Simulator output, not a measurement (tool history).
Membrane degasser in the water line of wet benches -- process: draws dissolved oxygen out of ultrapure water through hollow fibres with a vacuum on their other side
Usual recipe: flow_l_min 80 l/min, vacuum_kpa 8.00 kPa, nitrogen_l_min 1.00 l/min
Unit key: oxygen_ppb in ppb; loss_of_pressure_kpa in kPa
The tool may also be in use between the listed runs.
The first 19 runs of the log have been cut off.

| run | hour | flow_l_min | vacuum_kpa | nitrogen_l_min | hours since the membrane was changed | hours since the vacuum gauge was calibrated | hours since the vacuum lines were made tight | oxygen_ppb | loss_of_pressure_kpa |
|---|---|---|---|---|---|---|---|---|---|
| 20 | 1932.7 | 80 | 12.14 | 0.77 | 5506 | 3886 | 910 | 1311.7 | 68.68 |
| 21 | 2013.2 | 85 | 7.63 | 1.39 | 5586 | 3967 | 991 | 529.1 | 72.58 |
| 22 | 2110.1 | 105 | 4.90 | 1.02 | 5683 | 4064 | 1088 | 374.3 | 89.63 |
| 23 | 2225.2 | 105 | 4.90 | 1.02 | 5798 | 4179 | 1203 | 373.5 | 90.11 |
| 24 | 2322.7 | 105 | 4.90 | 1.02 | 5896 | 4276 | 1300 | 377.1 | 89.74 |
| 25 | 2386.7 | 67 | 19.94 | 0.58 | 5960 | 4340 | 1364 | 2314.6 | 57.45 |
| 26 | 2530.7 | 80 | 8.00 | 0.85 | 6103 | 4484 | 1508 | 729.2 | 68.26 |
| 27 | 2667.6 | 80 | 8.00 | 1.56 | 6240 | 4621 | 1645 | 500.7 | 68.10 |
| 28 | 2741.4 | 68 | 13.66 | 1.00 | 6314 | 4695 | 1719 | 1159.4 | 57.81 |
| 29 | 2881.4 | 101 | 9.17 | 1.10 | 6454 | 4835 | 1859 | 919.1 | 86.40 |
| 30 | 3012.9 | 101 | 9.17 | 1.10 | 6586 | 4966 | 1990 | 922.1 | 85.96 |
|  | 3054.5 | vacuum gauge calibrated |
| 31 | 3082.8 | 80 | 8.00 | 0.66 | 6655 | 28 | 2060 | 841.6 | 67.59 |
| 32 | 3151.2 | 80 | 11.29 | 1.15 | 6723 | 97 | 2128 | 966.2 | 68.42 |

Predict each of these 4 candidate next runs independently; none follows another, all start after run 32:
| A | 3253.0 | 80 | 17.00 | 1.15 | 6825 | 199 | 2230 | ? | ? |
| B | 3253.0 | 69 | 15.91 | 2.24 | 6825 | 199 | 2230 | ? | ? |
| C | 3253.0 | 101 | 18.73 | 0.53 | 6825 | 199 | 2230 | ? | ? |
| D | 3253.0 | 82 | 9.01 | 1.50 | 6825 | 199 | 2230 | ? | ? |

| run | oxygen_ppb | loss_of_pressure_kpa |
|---|---|---|
| A | 1519.6 | 68.05 |
| B | 798.6 | 58.87 |
| C | 2831.9 | 86.40 |
| D | 624.8 | 69.84 |
With the hidden condition removed and each run's random variation left untouched, the same runs would have given:
| run | oxygen_ppb | loss_of_pressure_kpa |
|---|---|---|
| A | 1490.1 | 68.02 |
| B | 783.1 | 58.84 |
| C | 2777.1 | 86.36 |
| D | 612.6 | 69.81 |

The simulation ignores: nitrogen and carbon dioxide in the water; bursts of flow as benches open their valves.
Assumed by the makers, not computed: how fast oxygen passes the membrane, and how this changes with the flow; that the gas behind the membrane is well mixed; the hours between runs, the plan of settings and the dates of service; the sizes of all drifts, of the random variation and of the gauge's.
